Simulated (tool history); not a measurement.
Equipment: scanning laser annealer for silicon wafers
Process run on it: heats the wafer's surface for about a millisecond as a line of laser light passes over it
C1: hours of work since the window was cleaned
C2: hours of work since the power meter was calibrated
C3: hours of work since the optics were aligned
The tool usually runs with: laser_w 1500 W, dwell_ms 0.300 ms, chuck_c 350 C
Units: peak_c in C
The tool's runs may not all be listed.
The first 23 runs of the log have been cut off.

run 24 hour=1332.8 | laser_w=1500 dwell_ms=0.300 chuck_c=336 | C1=286 C2=1003 C3=79 | peak_c=1088
run 25 hour=1379.7 | laser_w=1500 dwell_ms=0.300 chuck_c=336 | C1=308 C2=1025 C3=100 | peak_c=1088
run 26 hour=1454.4 | laser_w=1339 dwell_ms=0.344 chuck_c=336 | C1=342 C2=1060 C3=135 | peak_c=1046
run 27 hour=1537.3 | laser_w=1425 dwell_ms=0.283 chuck_c=350 | C1=381 C2=1098 C3=173 | peak_c=1047
run 28 hour=1581.0 | laser_w=1540 dwell_ms=0.224 chuck_c=378 | C1=401 C2=1118 C3=193 | peak_c=1056
run 29 hour=1640.0 | laser_w=1540 dwell_ms=0.224 chuck_c=326 | C1=428 C2=1145 C3=220 | peak_c=1003
run 30 hour=1709.8 | laser_w=1540 dwell_ms=0.224 chuck_c=326 | C1=460 C2=1177 C3=253 | peak_c=1000
run 31 hour=1757.6 | laser_w=1588 dwell_ms=0.228 chuck_c=345 | C1=482 C2=1199 C3=275 | peak_c=1047
run 32 hour=1798.5 | laser_w=1500 dwell_ms=0.210 chuck_c=350 | C1=501 C2=1218 C3=293 | peak_c=988
run 33 hour=1875.1 | laser_w=1500 dwell_ms=0.262 chuck_c=365 | C1=536 C2=1253 C3=329 | peak_c=1072
run 34 hour=1935.8 | laser_w=1500 dwell_ms=0.262 chuck_c=365 | C1=564 C2=1281 C3=357 | peak_c=1073
run 35 hour=2017.7 | laser_w=1500 dwell_ms=0.262 chuck_c=365 | C1=602 C2=1319 C3=394 | peak_c=1072
run 36 hour=2096.3 | laser_w=1489 dwell_ms=0.300 chuck_c=364 | C1=638 C2=1356 C3=431 | peak_c=1110
-- hour=2147.1 window over the wafer cleaned
run 37 hour=2163.3 | laser_w=1523 dwell_ms=0.300 chuck_c=322 | C1=7 C2=1385 C3=461 | peak_c=1089
run 38 hour=2216.1 | laser_w=1523 dwell_ms=0.300 chuck_c=322 | C1=32 C2=1410 C3=485 | peak_c=1088
run 39 hour=2284.4 | laser_w=1523 dwell_ms=0.300 chuck_c=322 | C1=63 C2=1441 C3=517 | peak_c=1088
run 40 hour=2332.3 | laser_w=1479 dwell_ms=0.231 chuck_c=340 | C1=85 C2=1463 C3=539 | peak_c=997
run 41 hour=2370.9 | laser_w=1553 dwell_ms=0.300 chuck_c=336 | C1=103 C2=1481 C3=556 | peak_c=1116

Predict each of these 3 candidate next runs independently; none follows another, all start after run 41:
run A hour=2422.5 | laser_w=1287 dwell_ms=0.315 chuck_c=366 | C1=127 C2=1505 C3=580 | peak_c=?
run B hour=2422.5 | laser_w=1553 dwell_ms=0.240 chuck_c=336 | C1=127 C2=1505 C3=580 | peak_c=?
run C hour=2422.5 | laser_w=1500 dwell_ms=0.374 chuck_c=387 | C1=127 C2=1505 C3=580 | peak_c=?

run=A peak_c=1024
run=B peak_c=1041
run=C peak_c=1220
Without the tool's unlogged condition, the same runs would have read:
run=A peak_c=1024
run=B peak_c=1042
run=C peak_c=1220
